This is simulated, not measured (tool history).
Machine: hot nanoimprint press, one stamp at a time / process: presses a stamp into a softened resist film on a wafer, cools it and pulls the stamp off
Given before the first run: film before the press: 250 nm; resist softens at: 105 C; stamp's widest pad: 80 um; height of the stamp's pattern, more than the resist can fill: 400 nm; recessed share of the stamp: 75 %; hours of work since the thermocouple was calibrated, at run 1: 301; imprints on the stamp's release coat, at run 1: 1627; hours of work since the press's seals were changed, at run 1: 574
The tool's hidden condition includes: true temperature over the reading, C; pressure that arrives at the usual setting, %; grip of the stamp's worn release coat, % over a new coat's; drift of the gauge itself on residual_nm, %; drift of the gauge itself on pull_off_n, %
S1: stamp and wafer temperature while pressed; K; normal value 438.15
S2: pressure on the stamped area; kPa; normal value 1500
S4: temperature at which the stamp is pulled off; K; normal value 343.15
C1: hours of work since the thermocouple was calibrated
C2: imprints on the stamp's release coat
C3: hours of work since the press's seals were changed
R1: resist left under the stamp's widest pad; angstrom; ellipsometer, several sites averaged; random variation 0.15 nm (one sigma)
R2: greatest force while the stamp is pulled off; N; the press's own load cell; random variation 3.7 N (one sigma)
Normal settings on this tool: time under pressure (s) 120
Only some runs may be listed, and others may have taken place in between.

{"run": 1, "hour": 0.0, "S1": 438.15, "S2": 1500, "time under pressure (s)": 120, "S4": 343.15, "C1": 301, "C2": 1627, "C3": 574, "R1": 1468, "R2": 239}
{"run": 2, "hour": 32.4, "S1": 438.15, "S2": 1500, "time under pressure (s)": 120, "S4": 343.15, "C1": 325, "C2": 1755, "C3": 597, "R1": 1470, "R2": 236}
{"run": 3, "hour": 95.0, "S1": 438.15, "S2": 1500, "time under pressure (s)": 120, "S4": 343.15, "C1": 371, "C2": 2002, "C3": 643, "R1": 1471, "R2": 237}
{"hour": 119.0, "done": "plate thermocouple calibrated"}
{"hour": 133.7, "done": "press's hydraulic seals changed and the load cell set to zero"}
{"run": 4, "hour": 149.8, "S1": 438.15, "S2": 1500, "time under pressure (s)": 120, "S4": 343.15, "C1": 17, "C2": 2176, "C3": 12, "R1": 1472, "R2": 238}
{"hour": 166.8, "done": "stamp cleaned and given a new release coat"}
{"run": 5, "hour": 224.4, "S1": 438.15, "S2": 1500, "time under pressure (s)": 120, "S4": 343.15, "C1": 67, "C2": 227, "C3": 62, "R1": 1472, "R2": 235}
{"run": 6, "hour": 269.3, "S1": 438.15, "S2": 1500, "time under pressure (s)": 112, "S4": 343.15, "C1": 100, "C2": 405, "C3": 95, "R1": 1504, "R2": 239}
{"run": 7, "hour": 332.8, "S1": 438.15, "S2": 1500, "time under pressure (s)": 90, "S4": 343.15, "C1": 146, "C2": 655, "C3": 141, "R1": 1603, "R2": 238}
{"run": 8, "hour": 367.8, "S1": 448.15, "S2": 1500, "time under pressure (s)": 90, "S4": 343.15, "C1": 172, "C2": 793, "C3": 167, "R1": 1118, "R2": 239}
{"run": 9, "hour": 408.6, "S1": 438.15, "S2": 1500, "time under pressure (s)": 120, "S4": 343.15, "C1": 201, "C2": 955, "C3": 197, "R1": 1474, "R2": 239}
{"run": 10, "hour": 469.6, "S1": 438.15, "S2": 1500, "time under pressure (s)": 120, "S4": 343.15, "C1": 246, "C2": 1195, "C3": 241, "R1": 1482, "R2": 236}
{"run": 11, "hour": 537.4, "S1": 438.15, "S2": 1500, "time under pressure (s)": 120, "S4": 343.15, "C1": 295, "C2": 1463, "C3": 291, "R1": 1479, "R2": 241}
{"run": 12, "hour": 573.8, "S1": 438.15, "S2": 1500, "time under pressure (s)": 120, "S4": 343.15, "C1": 322, "C2": 1607, "C3": 317, "R1": 1485, "R2": 236}
{"run": 13, "hour": 642.7, "S1": 438.15, "S2": 1500, "time under pressure (s)": 120, "S4": 343.15, "C1": 372, "C2": 1879, "C3": 368, "R1": 1482, "R2": 247}
{"hour": 666.1, "done": "plate thermocouple calibrated"}
{"run": 14, "hour": 680.2, "S1": 438.15, "S2": 1500, "time under pressure (s)": 120, "S4": 343.15, "C1": 10, "C2": 2015, "C3": 393, "R1": 1487, "R2": 233}
{"hour": 737.5, "done": "stamp cleaned and given a new release coat"}
{"run": 15, "hour": 742.1, "S1": 438.15, "S2": 1500, "time under pressure (s)": 120, "S4": 343.15, "C1": 51, "C2": 19, "C3": 434, "R1": 1488, "R2": 243}
{"run": 16, "hour": 805.2, "S1": 444.15, "S2": 1500, "time under pressure (s)": 67, "S4": 344.15, "C1": 97, "C2": 268, "C3": 480, "R1": 1435, "R2": 236}
{"run": 17, "hour": 872.2, "S1": 438.15, "S2": 1810, "time under pressure (s)": 120, "S4": 343.15, "C1": 146, "C2": 533, "C3": 529, "R1": 1371, "R2": 238}
{"run": 18, "hour": 937.0, "S1": 427.15, "S2": 1420, "time under pressure (s)": 109, "S4": 343.15, "C1": 194, "C2": 788, "C3": 576, "R1": 2144, "R2": 238}
{"run": 19, "hour": 974.5, "S1": 433.15, "S2": 1500, "time under pressure (s)": 63, "S4": 332.15, "C1": 221, "C2": 936, "C3": 603, "R1": 2029, "R2": 259}
{"run": 20, "hour": 1010.5, "S1": 433.15, "S2": 1500, "time under pressure (s)": 63, "S4": 332.15, "C1": 247, "C2": 1078, "C3": 630, "R1": 2025, "R2": 261}
{"hour": 1066.6, "done": "press's hydraulic seals changed and the load cell set to zero"}
{"run": 21, "hour": 1072.4, "S1": 433.15, "S2": 1120, "time under pressure (s)": 63, "S4": 340.15, "C1": 287, "C2": 1291, "C3": 4, "R1": 2157, "R2": 247}
{"run": 22, "hour": 1134.7, "S1": 446.15, "S2": 1500, "time under pressure (s)": 120, "S4": 347.15, "C1": 332, "C2": 1537, "C3": 50, "R1": 1098, "R2": 234}
{"run": 23, "hour": 1197.6, "S1": 438.15, "S2": 970, "time under pressure (s)": 120, "S4": 338.15, "C1": 378, "C2": 1786, "C3": 96, "R1": 1765, "R2": 242}
{"hour": 1212.9, "done": "plate thermocouple calibrated"}
{"run": 24, "hour": 1248.5, "S1": 449.15, "S2": 1200, "time under pressure (s)": 88, "S4": 343.15, "C1": 26, "C2": 1975, "C3": 131, "R1": 1231, "R2": 234}
{"run": 25, "hour": 1291.4, "S1": 449.15, "S2": 1200, "time under pressure (s)": 88, "S4": 343.15, "C1": 57, "C2": 2144, "C3": 162, "R1": 1230, "R2": 239}
{"hour": 1316.8, "done": "stamp cleaned and given a new release coat"}
{"run": 26, "hour": 1371.1, "S1": 449.15, "S2": 1200, "time under pressure (s)": 88, "S4": 343.15, "C1": 111, "C2": 214, "C3": 216, "R1": 1230, "R2": 237}
{"run": 27, "hour": 1433.7, "S1": 449.15, "S2": 1720, "time under pressure (s)": 88, "S4": 343.15, "C1": 157, "C2": 461, "C3": 262, "R1": 1028, "R2": 235}
{"run": 28, "hour": 1490.7, "S1": 449.15, "S2": 1720, "time under pressure (s)": 88, "S4": 343.15, "C1": 199, "C2": 686, "C3": 303, "R1": 1030, "R2": 235}
{"run": 29, "hour": 1560.3, "S1": 430.15, "S2": 1410, "time under pressure (s)": 120, "S4": 343.15, "C1": 250, "C2": 961, "C3": 354, "R1": 1989, "R2": 238}

Alternative continuations, all from the tool just after run 29; predict every row:
{"run": "A", "hour": 1599.3, "S1": 446.15, "S2": 1100, "time under pressure (s)": 120, "S4": 337.15, "C1": 278, "C2": 1115, "C3": 383, "R1": "?", "R2": "?"}
{"run": "B", "hour": 1599.3, "S1": 433.15, "S2": 1720, "time under pressure (s)": 120, "S4": 343.15, "C1": 278, "C2": 1115, "C3": 383, "R1": "?", "R2": "?"}
{"run": "C", "hour": 1599.3, "S1": 438.15, "S2": 1770, "time under pressure (s)": 82, "S4": 347.15, "C1": 278, "C2": 1115, "C3": 383, "R1": "?", "R2": "?"}
{"run": "D", "hour": 1599.3, "S1": 446.15, "S2": 1500, "time under pressure (s)": 120, "S4": 343.15, "C1": 278, "C2": 1115, "C3": 383, "R1": "?", "R2": "?"}
{"run": "E", "hour": 1599.3, "S1": 446.15, "S2": 1990, "time under pressure (s)": 120, "S4": 343.15, "C1": 278, "C2": 1115, "C3": 383, "R1": "?", "R2": "?"}

run=A R1=1290 R2=254
run=B R1=1707 R2=242
run=C R1=1568 R2=239
run=D R1=1107 R2=239
run=E R1=957 R2=241
Without the tool's hidden state the same runs would have given:
run=A R1=1261 R2=253
run=B R1=1669 R2=241
run=C R1=1533 R2=238
run=D R1=1083 R2=238
run=E R1=935 R2=240
